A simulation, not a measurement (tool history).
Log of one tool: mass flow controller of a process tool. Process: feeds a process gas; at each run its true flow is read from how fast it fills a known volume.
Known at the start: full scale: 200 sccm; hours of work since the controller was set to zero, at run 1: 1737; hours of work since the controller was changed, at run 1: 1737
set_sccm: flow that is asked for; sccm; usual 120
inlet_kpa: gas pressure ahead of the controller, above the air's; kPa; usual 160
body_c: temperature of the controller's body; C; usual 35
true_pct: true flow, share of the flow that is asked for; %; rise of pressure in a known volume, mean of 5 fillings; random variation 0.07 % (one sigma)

run    hour  set_sccm  inlet_kpa  body_c  hours of work since the controller was set to zero  hours of work since the controller was changed  true_pct
  1     0.0       120        160      35                                                1737                                            1737     98.43
  2    78.1       120        160      35                                                1773                                            1773     98.27
  3   197.1       120        160      35                                                1829                                            1829     98.37
  4   262.7        27        160      35                                                1859                                            1859     98.34
  5   348.7       120        160      33                                                1899                                            1899     98.41
  6   404.9       120        250      35                                                1925                                            1925     99.14
  7   508.9       120        250      35                                                1974                                            1974     99.02
  8   577.9       120        250      35                                                2006                                            2006     99.13
  9   659.4       120        250      35                                                2044                                            2044     99.06
 10   738.7       120        250      35                                                2080                                            2080     98.89
 11   800.8       120        250      35                                                2109                                            2109     98.99
 12   925.5       120        250      35                                                2167                                            2167     99.09
 13  1028.7       120        250      35                                                2215                                            2215     99.06
 14  1095.9       120        174      35                                                2246                                            2246     98.47
 15  1207.6       120        141      35                                                2298                                            2298     98.14
     1217.5  -- controller's zero set anew
 16  1299.8       120        160      31                                                  38                                            2341     98.39
 17  1415.9       120        160      31                                                  92                                            2395     98.57
 18  1500.6       120        160      31                                                 132                                            2434     98.49
 19  1621.4       120        160      31                                                 188                                            2490     98.45
 20  1708.3       131        160      35                                                 228                                            2531     98.40
 21  1761.4       120        160      26                                                 253                                            2555     98.54
 22  1850.3        36        140      22                                                 294                                            2597     98.68
 23  1910.6        24        266      37                                                 322                                            2625     99.55
     1952.8  -- controller's zero set anew, once more
 24  2009.2        25        231      35                                                  26                                            2670     97.75
 25  2117.6        25        231      35                                                  77                                            2721     97.80
 26  2174.7        25        231      35                                                 103                                            2747     97.84
 27  2277.9       142        160      31                                                 151                                            2795     98.24
 28  2359.7        22        221      30                                                 189                                            2833     97.80
 29  2455.7        22        221      30                                                 234                                            2878     97.80
 30  2576.7        27        183      24                                                 290                                            2934     97.81
 31  2652.6        42        160      33                                                 325                                            2969     97.36
 32  2736.0        42        160      33                                                 364                                            3008     97.42
 33  2822.5       168        160      35                                                 404                                            3048     98.28
 34  2925.4       168        160      35                                                 452                                            3096     98.27
 35  3011.9       120        237      25                                                 492                                            3136     98.77
 36  3136.8       120        237      25                                                 550                                            3194     98.84
 37  3252.5       119        205      21                                                 604                                            3248     98.68
 38  3363.4       120        169      21                                                 655                                            3300     98.54
 39  3443.2       199        160      21                                                 693                                            3337     98.91
 40  3495.2       199        160      21                                                 717                                            3361     98.85

How the hidden state differs across the entries between the runs, from the last listed run before each to the first after it:
Between runs 15 and 16: controller's zero set anew (hour 1217.5)
  flow at rest that the sensor doesn't see, % of full scale: 0.157 -> 0.179
  measured less the result without the state, true_pct: -0.37 -> -0.35 %
Between runs 23 and 24: controller's zero set anew, once more (hour 1952.8)
  flow at rest that the sensor doesn't see, % of full scale: 0.199 -> 0.014; true flow over the shown one, %: -0.71 -> -0.73
  measured less the result without the state, true_pct: +0.94 -> -0.62 %

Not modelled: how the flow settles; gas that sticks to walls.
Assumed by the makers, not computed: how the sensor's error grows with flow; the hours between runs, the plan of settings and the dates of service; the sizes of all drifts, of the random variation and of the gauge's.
